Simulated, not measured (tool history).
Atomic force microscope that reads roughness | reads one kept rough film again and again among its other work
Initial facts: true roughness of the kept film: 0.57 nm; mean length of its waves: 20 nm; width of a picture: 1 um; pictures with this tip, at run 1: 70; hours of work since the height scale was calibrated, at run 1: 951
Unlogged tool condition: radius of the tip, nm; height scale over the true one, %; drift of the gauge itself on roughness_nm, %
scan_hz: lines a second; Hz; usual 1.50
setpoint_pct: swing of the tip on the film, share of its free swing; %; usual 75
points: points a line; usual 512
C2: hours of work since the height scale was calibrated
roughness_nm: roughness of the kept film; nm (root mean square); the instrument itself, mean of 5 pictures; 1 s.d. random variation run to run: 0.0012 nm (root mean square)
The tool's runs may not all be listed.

{"run": 1, "day": 0.0, "scan_hz": 1.5, "setpoint_pct": 75, "points": 512, "pictures with this tip": 70, "C2": 951, "roughness_nm": 0.507}
{"run": 2, "day": 1.933, "scan_hz": 1.5, "setpoint_pct": 75, "points": 512, "pictures with this tip": 102, "C2": 972, "roughness_nm": 0.507}
{"run": 3, "day": 3.275, "scan_hz": 1.5, "setpoint_pct": 88, "points": 512, "pictures with this tip": 125, "C2": 986, "roughness_nm": 0.473}
{"run": 4, "day": 4.762, "scan_hz": 1.5, "setpoint_pct": 88, "points": 512, "pictures with this tip": 151, "C2": 1002, "roughness_nm": 0.472}
{"run": 5, "day": 5.746, "scan_hz": 1.5, "setpoint_pct": 88, "points": 512, "pictures with this tip": 167, "C2": 1013, "roughness_nm": 0.47}
{"run": 6, "day": 7.246, "scan_hz": 1.5, "setpoint_pct": 75, "points": 512, "pictures with this tip": 193, "C2": 1029, "roughness_nm": 0.502}
{"run": 7, "day": 9.133, "scan_hz": 1.5, "setpoint_pct": 62, "points": 512, "pictures with this tip": 225, "C2": 1049, "roughness_nm": 0.523}
{"run": 8, "day": 11.117, "scan_hz": 1.5, "setpoint_pct": 62, "points": 512, "pictures with this tip": 259, "C2": 1071, "roughness_nm": 0.52}
{"run": 9, "day": 12.267, "scan_hz": 1.5, "setpoint_pct": 59, "points": 512, "pictures with this tip": 279, "C2": 1083, "roughness_nm": 0.521}
{"run": 10, "day": 13.683, "scan_hz": 1.5, "setpoint_pct": 59, "points": 512, "pictures with this tip": 303, "C2": 1098, "roughness_nm": 0.523}
{"day": 14.742, "done": "new tip fitted"}
{"run": 11, "day": 15.975, "scan_hz": 1.5, "setpoint_pct": 59, "points": 1010, "pictures with this tip": 21, "C2": 1123, "roughness_nm": 0.539}
{"run": 12, "day": 17.538, "scan_hz": 1.5, "setpoint_pct": 59, "points": 1010, "pictures with this tip": 48, "C2": 1140, "roughness_nm": 0.539}
{"run": 13, "day": 19.492, "scan_hz": 1.5, "setpoint_pct": 59, "points": 1010, "pictures with this tip": 81, "C2": 1161, "roughness_nm": 0.538}
{"run": 14, "day": 21.183, "scan_hz": 1.5, "setpoint_pct": 59, "points": 1010, "pictures with this tip": 110, "C2": 1179, "roughness_nm": 0.534}
{"run": 15, "day": 22.962, "scan_hz": 1.5, "setpoint_pct": 59, "points": 1010, "pictures with this tip": 140, "C2": 1199, "roughness_nm": 0.534}
{"run": 16, "day": 24.5, "scan_hz": 1.5, "setpoint_pct": 75, "points": 512, "pictures with this tip": 167, "C2": 1215, "roughness_nm": 0.505}
{"run": 17, "day": 25.638, "scan_hz": 1.5, "setpoint_pct": 59, "points": 512, "pictures with this tip": 186, "C2": 1227, "roughness_nm": 0.527}
{"run": 18, "day": 26.683, "scan_hz": 1.5, "setpoint_pct": 59, "points": 512, "pictures with this tip": 204, "C2": 1239, "roughness_nm": 0.529}
{"run": 19, "day": 28.508, "scan_hz": 1.5, "setpoint_pct": 73, "points": 512, "pictures with this tip": 235, "C2": 1258, "roughness_nm": 0.503}
{"run": 20, "day": 30.367, "scan_hz": 1.5, "setpoint_pct": 75, "points": 512, "pictures with this tip": 267, "C2": 1279, "roughness_nm": 0.501}
{"run": 21, "day": 31.633, "scan_hz": 1.5, "setpoint_pct": 75, "points": 512, "pictures with this tip": 288, "C2": 1292, "roughness_nm": 0.499}
{"run": 22, "day": 33.25, "scan_hz": 1.5, "setpoint_pct": 74, "points": 512, "pictures with this tip": 316, "C2": 1310, "roughness_nm": 0.498}
{"day": 33.592, "done": "new tip fitted"}
{"run": 23, "day": 35.229, "scan_hz": 1.31, "setpoint_pct": 74, "points": 512, "pictures with this tip": 28, "C2": 1331, "roughness_nm": 0.519}
{"run": 24, "day": 36.196, "scan_hz": 1.31, "setpoint_pct": 74, "points": 512, "pictures with this tip": 45, "C2": 1341, "roughness_nm": 0.519}
{"run": 25, "day": 37.458, "scan_hz": 1.31, "setpoint_pct": 74, "points": 512, "pictures with this tip": 66, "C2": 1355, "roughness_nm": 0.519}
{"run": 26, "day": 39.567, "scan_hz": 1.31, "setpoint_pct": 74, "points": 512, "pictures with this tip": 102, "C2": 1378, "roughness_nm": 0.514}
{"run": 27, "day": 41.05, "scan_hz": 3.14, "setpoint_pct": 70, "points": 589, "pictures with this tip": 127, "C2": 1394, "roughness_nm": 0.485}
{"run": 28, "day": 42.846, "scan_hz": 3.14, "setpoint_pct": 70, "points": 589, "pictures with this tip": 158, "C2": 1413, "roughness_nm": 0.484}
{"run": 29, "day": 44.979, "scan_hz": 1.48, "setpoint_pct": 74, "points": 589, "pictures with this tip": 194, "C2": 1436, "roughness_nm": 0.507}
{"run": 30, "day": 46.829, "scan_hz": 3.81, "setpoint_pct": 75, "points": 512, "pictures with this tip": 226, "C2": 1456, "roughness_nm": 0.448}
{"run": 31, "day": 48.562, "scan_hz": 1.17, "setpoint_pct": 58, "points": 526, "pictures with this tip": 255, "C2": 1475, "roughness_nm": 0.531}
{"run": 32, "day": 50.771, "scan_hz": 3.24, "setpoint_pct": 73, "points": 979, "pictures with this tip": 293, "C2": 1499, "roughness_nm": 0.466}
{"day": 52.458, "done": "new tip fitted"}
{"run": 33, "day": 52.638, "scan_hz": 1.64, "setpoint_pct": 75, "points": 512, "pictures with this tip": 3, "C2": 1519, "roughness_nm": 0.512}
{"run": 34, "day": 54.479, "scan_hz": 1.69, "setpoint_pct": 56, "points": 505, "pictures with this tip": 35, "C2": 1539, "roughness_nm": 0.54}
{"run": 35, "day": 56.738, "scan_hz": 1.69, "setpoint_pct": 65, "points": 981, "pictures with this tip": 73, "C2": 1563, "roughness_nm": 0.529}
{"run": 36, "day": 57.838, "scan_hz": 1.69, "setpoint_pct": 65, "points": 981, "pictures with this tip": 92, "C2": 1575, "roughness_nm": 0.528}
{"run": 37, "day": 60.121, "scan_hz": 1.69, "setpoint_pct": 65, "points": 981, "pictures with this tip": 131, "C2": 1600, "roughness_nm": 0.526}
{"run": 38, "day": 61.825, "scan_hz": 1.69, "setpoint_pct": 65, "points": 981, "pictures with this tip": 160, "C2": 1618, "roughness_nm": 0.525}
{"run": 39, "day": 63.85, "scan_hz": 1.69, "setpoint_pct": 65, "points": 981, "pictures with this tip": 194, "C2": 1640, "roughness_nm": 0.522}
{"run": 40, "day": 64.975, "scan_hz": 2.49, "setpoint_pct": 72, "points": 981, "pictures with this tip": 214, "C2": 1652, "roughness_nm": 0.493}
{"run": 41, "day": 66.012, "scan_hz": 2.49, "setpoint_pct": 72, "points": 981, "pictures with this tip": 231, "C2": 1663, "roughness_nm": 0.49}
{"run": 42, "day": 67.529, "scan_hz": 1.5, "setpoint_pct": 84, "points": 467, "pictures with this tip": 257, "C2": 1680, "roughness_nm": 0.48}
{"run": 43, "day": 69.667, "scan_hz": 1.64, "setpoint_pct": 75, "points": 678, "pictures with this tip": 294, "C2": 1703, "roughness_nm": 0.499}
{"day": 71.221, "done": "new tip fitted"}
{"run": 44, "day": 71.562, "scan_hz": 1.64, "setpoint_pct": 75, "points": 678, "pictures with this tip": 6, "C2": 1723, "roughness_nm": 0.513}
{"run": 45, "day": 72.871, "scan_hz": 1.98, "setpoint_pct": 70, "points": 512, "pictures with this tip": 28, "C2": 1737, "roughness_nm": 0.514}
{"run": 46, "day": 74.567, "scan_hz": 0.63, "setpoint_pct": 67, "points": 719, "pictures with this tip": 57, "C2": 1755, "roughness_nm": 0.546}
{"run": 47, "day": 75.583, "scan_hz": 0.63, "setpoint_pct": 67, "points": 719, "pictures with this tip": 74, "C2": 1766, "roughness_nm": 0.544}
{"run": 48, "day": 77.375, "scan_hz": 0.63, "setpoint_pct": 67, "points": 719, "pictures with this tip": 105, "C2": 1786, "roughness_nm": 0.543}
{"run": 49, "day": 78.575, "scan_hz": 0.69, "setpoint_pct": 84, "points": 719, "pictures with this tip": 125, "C2": 1799, "roughness_nm": 0.522}
{"run": 50, "day": 80.904, "scan_hz": 0.69, "setpoint_pct": 84, "points": 719, "pictures with this tip": 165, "C2": 1824, "roughness_nm": 0.52}
{"run": 51, "day": 83.004, "scan_hz": 0.69, "setpoint_pct": 84, "points": 719, "pictures with this tip": 200, "C2": 1847, "roughness_nm": 0.518}
{"run": 52, "day": 84.929, "scan_hz": 0.69, "setpoint_pct": 70, "points": 719, "pictures with this tip": 233, "C2": 1867, "roughness_nm": 0.531}

Selected run-to-run steps in roughness_nm, each split into two signed amounts: the part the tool would show with no hidden state at all (from settings, incoming material and random variation), and the remainder, which goes to the hidden state together with any gauge scatter not common to the measured and the hidden-state-free results:
Run 10 -> 11: points 512 -> 1010, new tip fitted. roughness_nm +0.016 nm (root mean square): hidden state +0.015, all else +0.001.
Run 22 -> 23: scan_hz 1.50 -> 1.31, new tip fitted. roughness_nm +0.021 nm (root mean square): hidden state +0.016, all else +0.005.
Run 29 -> 30: scan_hz 1.48 -> 3.81, setpoint_pct 74 -> 75, points 589 -> 512. roughness_nm -0.059 nm (root mean square): hidden state -0.002, all else -0.057.
Run 30 -> 31: scan_hz 3.81 -> 1.17, setpoint_pct 75 -> 58, points 512 -> 526. roughness_nm +0.083 nm (root mean square): hidden state -0.002, all else +0.085.
Run 31 -> 32: scan_hz 1.17 -> 3.24, setpoint_pct 58 -> 73, points 526 -> 979. roughness_nm -0.065 nm (root mean square): hidden state -0.001, all else -0.064.
Run 32 -> 33: scan_hz 3.24 -> 1.64, setpoint_pct 73 -> 75, points 979 -> 512, new tip fitted. roughness_nm +0.046 nm (root mean square): hidden state +0.015, all else +0.031.
